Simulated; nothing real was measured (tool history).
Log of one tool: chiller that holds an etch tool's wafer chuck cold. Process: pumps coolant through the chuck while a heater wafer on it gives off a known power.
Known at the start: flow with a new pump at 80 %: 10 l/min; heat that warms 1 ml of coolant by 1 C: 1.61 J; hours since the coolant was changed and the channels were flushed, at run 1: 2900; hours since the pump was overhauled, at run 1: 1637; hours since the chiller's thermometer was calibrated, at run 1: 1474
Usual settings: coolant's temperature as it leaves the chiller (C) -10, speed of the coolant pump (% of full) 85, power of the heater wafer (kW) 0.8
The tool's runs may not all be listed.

| run | hour | coolant's temperature as it leaves the chiller (C) | speed of the coolant pump (% of full) | power of the heater wafer (kW) | hours since the coolant was changed and the channels were flushed | hours since the pump was overhauled | hours since the chiller's thermometer was calibrated | chuck's temperature once it has settled (C) | how much warmer the coolant comes back (C) |
|---|---|---|---|---|---|---|---|---|---|
| 1 | 0 | -10 | 85 | 0.8 | 2900 | 1637 | 1474 | -1.6 | 2.88 |
| 2 | 74.1 | -10 | 85 | 0.8 | 2974 | 1711 | 1548 | -1.5 | 2.86 |
| 3 | 176.8 | -10 | 85 | 0.976 | 3077 | 1814 | 1651 | 0.2 | 3.47 |
| 4 | 243.2 | -10 | 75 | 0.976 | 3143 | 1881 | 1717 | 1.2 | 3.95 |
| 5 | 327.7 | -19 | 85 | 0.8 | 3228 | 1965 | 1801 | -10.5 | 2.85 |
| 6 | 462.5 | -10 | 85 | 0.8 | 3363 | 2100 | 1936 | -1.4 | 2.87 |
| 7 | 596.6 | -8 | 85 | 0.8 | 3497 | 2234 | 2070 | 0.7 | 2.89 |
| 8 | 666.6 | -10 | 85 | 0.8 | 3567 | 2304 | 2140 | -1.4 | 2.89 |
| 9 | 791.3 | -3 | 85 | 0.8 | 3692 | 2429 | 2265 | 5.7 | 2.89 |
| 10 | 923.5 | -3 | 85 | 0.8 | 3824 | 2561 | 2397 | 5.6 | 2.91 |
| 11 | 1014 | -10 | 63 | 0.8 | 3914 | 2651 | 2488 | 1.2 | 3.92 |
| 12 | 1075.7 | -10 | 63 | 0.8 | 3976 | 2713 | 2549 | 1 | 3.92 |
| 13 | 1209.2 | -10 | 63 | 0.8 | 4109 | 2847 | 2683 | 0.9 | 3.9 |
| 14 | 1286.6 | -10 | 63 | 0.8 | 4187 | 2924 | 2760 | 1 | 3.92 |
| 15 | 1395 | -10 | 85 | 0.53 | 4295 | 3032 | 2869 | -4.1 | 1.89 |
| 16 | 1502.9 | -10 | 85 | 0.53 | 4403 | 3140 | 2977 | -4 | 1.91 |
| 17 | 1611.8 | -10 | 74 | 0.8 | 4512 | 3249 | 3086 | -0.1 | 3.36 |
|  | 1678.1 | chiller's thermometer calibrated |
| 18 | 1687.9 | -10 | 74 | 0.8 | 4587 | 3324 | 10 | -0.5 | 3.34 |
| 19 | 1764.8 | -10 | 96 | 0.775 | 4664 | 3401 | 87 | -2.6 | 2.5 |
| 20 | 1827.8 | -1 | 96 | 0.923 | 4727 | 3464 | 150 | 7.8 | 2.95 |
| 21 | 1954.8 | -1 | 96 | 0.923 | 4854 | 3591 | 277 | 7.7 | 2.97 |
| 22 | 2038.2 | -20 | 85 | 0.8 | 4937 | 3675 | 360 | -11.6 | 2.91 |

Predict the results of run 23:
| 23 | 2102.4 | -20 | 85 | 0.8 | 5002 | 3739 | 424 | ? | ? |

chuck's temperature once it has settled (C): -11.4
how much warmer the coolant comes back (C): 2.9
Were there no unlogged condition in the tool, this run, its random variation unchanged, would have produced chuck's temperature once it has settled (C) -12.4, how much warmer the coolant comes back (C) 2.8.

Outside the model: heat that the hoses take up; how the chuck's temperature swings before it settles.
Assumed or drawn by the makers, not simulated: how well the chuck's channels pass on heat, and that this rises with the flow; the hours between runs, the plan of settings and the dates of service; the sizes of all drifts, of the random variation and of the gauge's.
